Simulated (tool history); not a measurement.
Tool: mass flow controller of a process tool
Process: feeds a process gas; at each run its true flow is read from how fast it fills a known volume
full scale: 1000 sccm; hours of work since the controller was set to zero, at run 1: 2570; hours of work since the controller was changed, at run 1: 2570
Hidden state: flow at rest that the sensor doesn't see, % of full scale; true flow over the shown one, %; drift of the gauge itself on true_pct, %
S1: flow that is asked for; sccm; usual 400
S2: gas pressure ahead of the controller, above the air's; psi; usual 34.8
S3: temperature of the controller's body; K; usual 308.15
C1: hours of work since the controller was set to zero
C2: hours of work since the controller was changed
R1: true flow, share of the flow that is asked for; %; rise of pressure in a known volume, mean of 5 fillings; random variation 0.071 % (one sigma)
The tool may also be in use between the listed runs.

Run 1, day 0.000: usual settings; C1 2570; C2 2570. Result: R1 99.95 %.
Run 2, day 7.304: usual settings; C1 2630; C2 2630. Result: R1 100.00 %.
Run 3, day 12.429: usual settings but S1 209 sccm; C1 2672; C2 2672. Result: R1 98.74 %.
Run 4, day 20.425: usual settings but S1 209 sccm; C1 2737; C2 2737. Result: R1 98.57 %.
Run 5, day 29.308: usual settings; C1 2810; C2 2810. Result: R1 99.95 %.
Run 6, day 35.708: usual settings; C1 2862; C2 2862. Result: R1 99.83 %.
Run 7, day 42.600: usual settings; C1 2918; C2 2918. Result: R1 99.94 %.
Run 8, day 50.517: usual settings but S3 297.15 K; C1 2983; C2 2983. Result: R1 99.49 %.
Run 9, day 55.150: usual settings but S3 297.15 K; C1 3021; C2 3021. Result: R1 99.52 %.
Run 10, day 62.342: usual settings; C1 3080; C2 3080. Result: R1 99.96 %.
Run 11, day 68.258: usual settings; C1 3128; C2 3128. Result: R1 99.84 %.
Run 12, day 77.421: usual settings; C1 3203; C2 3203. Result: R1 99.89 %.
Run 13, day 84.608: usual settings; C1 3262; C2 3262. Result: R1 99.91 %.
Run 14, day 88.767: usual settings; C1 3296; C2 3296. Result: R1 99.91 %.
Run 15, day 97.067: usual settings; C1 3363; C2 3363. Result: R1 99.92 %.
Run 16, day 102.996: usual settings but S2 33.4 psi; C1 3412; C2 3412. Result: R1 99.96 %.
Run 17, day 110.312: usual settings but S2 33.4 psi; C1 3472; C2 3472. Result: R1 99.82 %.
Run 18, day 118.496: usual settings but S2 33.4 psi; C1 3539; C2 3539. Result: R1 99.87 %.
Run 19, day 123.704: usual settings but S2 33.4 psi; C1 3581; C2 3581. Result: R1 99.88 %.
Run 20, day 129.479: usual settings but S2 36.1 psi; C1 3628; C2 3628. Result: R1 99.98 %.
Run 21, day 138.888: usual settings but S2 33.2 psi; C1 3705; C2 3705. Result: R1 99.98 %.
Run 22, day 143.454: usual settings; C1 3743; C2 3743. Result: R1 99.91 %.
Run 23, day 151.179: usual settings; C1 3806; C2 3806. Result: R1 99.92 %.
Run 24, day 158.488: usual settings; C1 3866; C2 3866. Result: R1 99.90 %.
Run 25, day 167.071: usual settings but S1 729 sccm, S2 21.0 psi; C1 3936; C2 3936. Result: R1 100.55 %.
Run 26, day 173.283: usual settings but S1 729 sccm, S2 21.0 psi; C1 3987; C2 3987. Result: R1 100.33 %.
Run 27, day 178.938: usual settings but S1 760 sccm, S2 21.0 psi; C1 4033; C2 4033. Result: R1 100.47 %.
At day 181.300: controller's zero set anew.
Run 28, day 184.200: usual settings but S2 21.3 psi, S3 300.15 K; C1 24; C2 4076. Result: R1 100.28 %.
Run 29, day 192.008: usual settings but S1 176 sccm, S2 36.5 psi, S3 296.15 K; C1 88; C2 4139. Result: R1 100.57 %.
Run 30, day 197.425: usual settings but S2 27.3 psi, S3 304.15 K; C1 132; C2 4184. Result: R1 100.71 %.
Run 31, day 201.296: usual settings but S1 364 sccm, S2 37.3 psi, S3 298.15 K; C1 163; C2 4215. Result: R1 101.11 %.
Run 32, day 207.650: usual settings but S1 249 sccm, S2 37.3 psi; C1 215; C2 4267. Result: R1 101.25 %.
Run 33, day 216.971: usual settings but S1 249 sccm, S2 33.6 psi, S3 296.15 K; C1 292; C2 4344. Result: R1 100.68 %.
Run 34, day 226.583: usual settings but S1 249 sccm, S2 33.6 psi, S3 296.15 K; C1 370; C2 4422. Result: R1 100.55 %.
Run 35, day 234.050: usual settings but S1 249 sccm, S2 33.6 psi, S3 296.15 K; C1 431; C2 4483. Result: R1 100.59 %.
Run 36, day 242.896: usual settings but S1 249 sccm, S2 33.6 psi, S3 296.15 K; C1 504; C2 4556. Result: R1 100.58 %.
Run 37, day 251.488: usual settings but S1 990 sccm, S3 307.15 K; C1 574; C2 4626. Result: R1 102.50 %.
Run 38, day 255.571: usual settings but S1 171 sccm; C1 607; C2 4659. Result: R1 100.55 %.
Run 39, day 261.492: usual settings but S2 30.3 psi; C1 656; C2 4708. Result: R1 101.23 %.
Run 40, day 269.138: usual settings but S1 209 sccm, S2 22.0 psi, S3 296.15 K; C1 718; C2 4770. Result: R1 99.74 %.
Run 41, day 273.929: usual settings but S2 24.2 psi, S3 296.15 K; C1 757; C2 4809. Result: R1 100.49 %.
Run 42, day 277.867: usual settings but S1 525 sccm, S2 37.4 psi, S3 307.15 K; C1 789; C2 4841. Result: R1 101.67 %.
Run 43, day 284.142: usual settings but S1 725 sccm, S2 26.0 psi; C1 841; C2 4893. Result: R1 101.63 %.
Run 44, day 293.796: usual settings but S1 179 sccm, S2 27.7 psi, S3 302.15 K; C1 920; C2 4972. Result: R1 100.02 %.
Run 45, day 297.946: usual settings but S1 179 sccm, S2 27.7 psi, S3 302.15 K; C1 954; C2 5006. Result: R1 100.02 %.
Run 46, day 305.029: usual settings but S1 179 sccm, S2 27.7 psi, S3 302.15 K; C1 1012; C2 5064. Result: R1 99.98 %.
Run 47, day 312.871: usual settings but S1 179 sccm, S2 27.7 psi, S3 302.15 K; C1 1076; C2 5128. Result: R1 99.98 %.

The same runs without the tool's hidden state, with the same run-to-run variation:
run      R1
  1   99.63
  2   99.68
  3   99.27
  4   99.13
  5   99.64
  6   99.51
  7   99.63
  8   99.17
  9   99.20
 10   99.64
 11   99.52
 12   99.58
 13   99.59
 14   99.59
 15   99.59
 16   99.63
 17   99.49
 18   99.55
 19   99.55
 20   99.66
 21   99.66
 22   99.58
 23   99.59
 24   99.57
 25   99.60
 26   99.38
 27   99.48
 28   98.55
 29   98.89
 30   98.98
 31   99.38
 32   99.57
 33   99.01
 34   98.90
 35   98.96
 36   98.96
 37  100.64
 38   99.11
 39   99.49
 40   98.23
 41   98.75
 42   99.86
 43   99.74
 44   98.68
 45   98.69
 46   98.67
 47   98.71
